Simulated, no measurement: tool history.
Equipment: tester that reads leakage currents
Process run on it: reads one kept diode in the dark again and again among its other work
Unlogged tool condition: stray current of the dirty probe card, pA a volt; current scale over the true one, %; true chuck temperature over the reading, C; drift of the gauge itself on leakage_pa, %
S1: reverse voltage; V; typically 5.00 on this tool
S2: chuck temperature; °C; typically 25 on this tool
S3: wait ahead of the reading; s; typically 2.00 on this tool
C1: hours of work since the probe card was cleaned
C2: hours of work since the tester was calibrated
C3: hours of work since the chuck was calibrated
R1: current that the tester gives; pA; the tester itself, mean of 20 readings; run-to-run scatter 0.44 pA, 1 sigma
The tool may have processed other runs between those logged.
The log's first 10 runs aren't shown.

Run 11, hour 1434.5: usual settings; C1 1669; C2 2334; C3 1207. Result: R1 156.30 pA.
Run 12, hour 1548.9: usual settings; C1 1752; C2 2417; C3 1289. Result: R1 156.48 pA.
Run 13, hour 1649.5: usual settings; C1 1825; C2 2490; C3 1362. Result: R1 157.51 pA.
Run 14, hour 1727.4: usual settings; C1 1881; C2 2546; C3 1418. Result: R1 158.54 pA.
Run 15, hour 1896.3: usual settings; C1 2003; C2 2668; C3 1541. Result: R1 159.27 pA.
Run 16, hour 2016.4: usual settings but S3 0.30 s; C1 2090; C2 2755; C3 1628. Result: R1 160.65 pA.
Run 17, hour 2129.4: usual settings but S3 0.30 s; C1 2172; C2 2837; C3 1709. Result: R1 160.47 pA.
Run 18, hour 2268.9: usual settings but S3 0.30 s; C1 2273; C2 2938; C3 1810. Result: R1 161.62 pA.
Run 19, hour 2452.2: usual settings but S3 1.50 s; C1 2405; C2 3070; C3 1943. Result: R1 162.94 pA.
Run 20, hour 2625.4: usual settings but S3 1.50 s; C1 2531; C2 3196; C3 2068. Result: R1 162.66 pA.
At hour 2640.6: tester calibrated.
Run 21, hour 2810.0: usual settings but S3 1.50 s; C1 2663; C2 123; C3 2200. Result: R1 167.68 pA.
Run 22, hour 2974.4: usual settings but S3 0.57 s; C1 2782; C2 241; C3 2319. Result: R1 168.18 pA.
Run 23, hour 3089.4: usual settings but S2 39 °C, S3 0.44 s; C1 2865; C2 325; C3 2402. Result: R1 565.64 pA.
At hour 3152.1: chuck's temperature calibrated.
Run 24, hour 3282.8: usual settings but S1 5.02 V, S2 44 °C; C1 3003; C2 463; C3 95. Result: R1 780.79 pA.

Expected results for the next run?
Run 25, hour 3446.4: usual settings but S2 38 °C; C1 3122; C2 581; C3 213. Result: R1 ?.

{"run 25": {"R1": 471.93}}
On a tool with no hidden condition, and with the same random variation, this run would have come out at R1 464.77 pA.
